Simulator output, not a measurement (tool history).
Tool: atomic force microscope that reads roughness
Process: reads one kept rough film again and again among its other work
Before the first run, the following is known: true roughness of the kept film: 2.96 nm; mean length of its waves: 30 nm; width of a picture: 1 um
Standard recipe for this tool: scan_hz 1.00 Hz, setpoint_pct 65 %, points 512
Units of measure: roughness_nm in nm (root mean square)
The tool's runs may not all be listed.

run 1 hour=0.0 | scan_hz=1.00 setpoint_pct=65 points=512 | roughness_nm=2.640
run 2 hour=20.4 | scan_hz=1.00 setpoint_pct=65 points=512 | roughness_nm=2.601
run 3 hour=36.3 | scan_hz=1.00 setpoint_pct=65 points=265 | roughness_nm=2.550
run 4 hour=50.7 | scan_hz=1.00 setpoint_pct=65 points=512 | roughness_nm=2.554
run 5 hour=64.7 | scan_hz=1.00 setpoint_pct=65 points=512 | roughness_nm=2.539
run 6 hour=83.3 | scan_hz=1.00 setpoint_pct=65 points=512 | roughness_nm=2.527
run 7 hour=99.8 | scan_hz=1.00 setpoint_pct=65 points=512 | roughness_nm=2.516
run 8 hour=110.8 | scan_hz=1.00 setpoint_pct=65 points=512 | roughness_nm=2.505
run 9 hour=122.3 | scan_hz=1.00 setpoint_pct=65 points=512 | roughness_nm=2.511
run 10 hour=133.8 | scan_hz=2.04 setpoint_pct=65 points=512 | roughness_nm=2.377
run 11 hour=149.2 | scan_hz=2.04 setpoint_pct=65 points=512 | roughness_nm=2.345
run 12 hour=160.3 | scan_hz=2.04 setpoint_pct=65 points=512 | roughness_nm=2.344
run 13 hour=178.1 | scan_hz=2.04 setpoint_pct=65 points=512 | roughness_nm=2.325
-- hour=194.9 new tip fitted
run 14 hour=194.9 | scan_hz=1.00 setpoint_pct=65 points=512 | roughness_nm=2.611
run 15 hour=210.0 | scan_hz=1.00 setpoint_pct=65 points=512 | roughness_nm=2.601
run 16 hour=228.0 | scan_hz=1.00 setpoint_pct=65 points=512 | roughness_nm=2.592
run 17 hour=250.6 | scan_hz=1.00 setpoint_pct=65 points=480 | roughness_nm=2.562
run 18 hour=259.9 | scan_hz=1.00 setpoint_pct=65 points=817 | roughness_nm=2.553
run 19 hour=279.3 | scan_hz=1.00 setpoint_pct=65 points=817 | roughness_nm=2.537
run 20 hour=290.0 | scan_hz=1.00 setpoint_pct=65 points=817 | roughness_nm=2.518
run 21 hour=308.1 | scan_hz=1.07 setpoint_pct=65 points=340 | roughness_nm=2.480
run 22 hour=322.2 | scan_hz=2.48 setpoint_pct=57 points=340 | roughness_nm=2.413
run 23 hour=339.1 | scan_hz=2.48 setpoint_pct=57 points=340 | roughness_nm=2.398
run 24 hour=351.4 | scan_hz=2.48 setpoint_pct=58 points=573 | roughness_nm=2.377
run 25 hour=372.3 | scan_hz=1.52 setpoint_pct=77 points=887 | roughness_nm=2.242
run 26 hour=384.8 | scan_hz=1.00 setpoint_pct=63 points=512 | roughness_nm=2.436
-- hour=390.3 new tip fitted
run 27 hour=395.9 | scan_hz=1.00 setpoint_pct=59 points=629 | roughness_nm=2.664
run 28 hour=413.5 | scan_hz=1.00 setpoint_pct=59 points=629 | roughness_nm=2.634
run 29 hour=431.7 | scan_hz=1.05 setpoint_pct=65 points=512 | roughness_nm=2.555
run 30 hour=446.4 | scan_hz=1.63 setpoint_pct=55 points=372 | roughness_nm=2.561
run 31 hour=456.7 | scan_hz=1.63 setpoint_pct=77 points=451 | roughness_nm=2.285
run 32 hour=475.5 | scan_hz=1.63 setpoint_pct=77 points=451 | roughness_nm=2.273
run 33 hour=494.9 | scan_hz=1.38 setpoint_pct=60 points=571 | roughness_nm=2.506
run 34 hour=515.8 | scan_hz=1.00 setpoint_pct=57 points=305 | roughness_nm=2.501
run 35 hour=526.3 | scan_hz=2.45 setpoint_pct=86 points=512 | roughness_nm=1.893
run 36 hour=536.0 | scan_hz=2.45 setpoint_pct=86 points=512 | roughness_nm=1.874
run 37 hour=557.0 | scan_hz=1.07 setpoint_pct=86 points=266 | roughness_nm=2.185
run 38 hour=572.5 | scan_hz=1.07 setpoint_pct=86 points=266 | roughness_nm=2.169
-- hour=586.3 new tip fitted
run 39 hour=589.9 | scan_hz=1.07 setpoint_pct=86 points=266 | roughness_nm=2.300

4 ways to go on from here, each from the tool as it stands after run 39. What would each give?
run A hour=611.3 | scan_hz=1.64 setpoint_pct=64 points=325 | roughness_nm=?
run B hour=611.3 | scan_hz=3.53 setpoint_pct=57 points=299 | roughness_nm=?
run C hour=611.3 | scan_hz=1.07 setpoint_pct=71 points=266 | roughness_nm=?
run D hour=611.3 | scan_hz=1.07 setpoint_pct=77 points=266 | roughness_nm=?

run=A roughness_nm=2.507
run=B roughness_nm=2.435
run=C roughness_nm=2.474
run=D roughness_nm=2.438
Without the tool's unlogged condition, the same runs would have read:
run=A roughness_nm=2.552
run=B roughness_nm=2.478
run=C roughness_nm=2.518
run=D roughness_nm=2.481
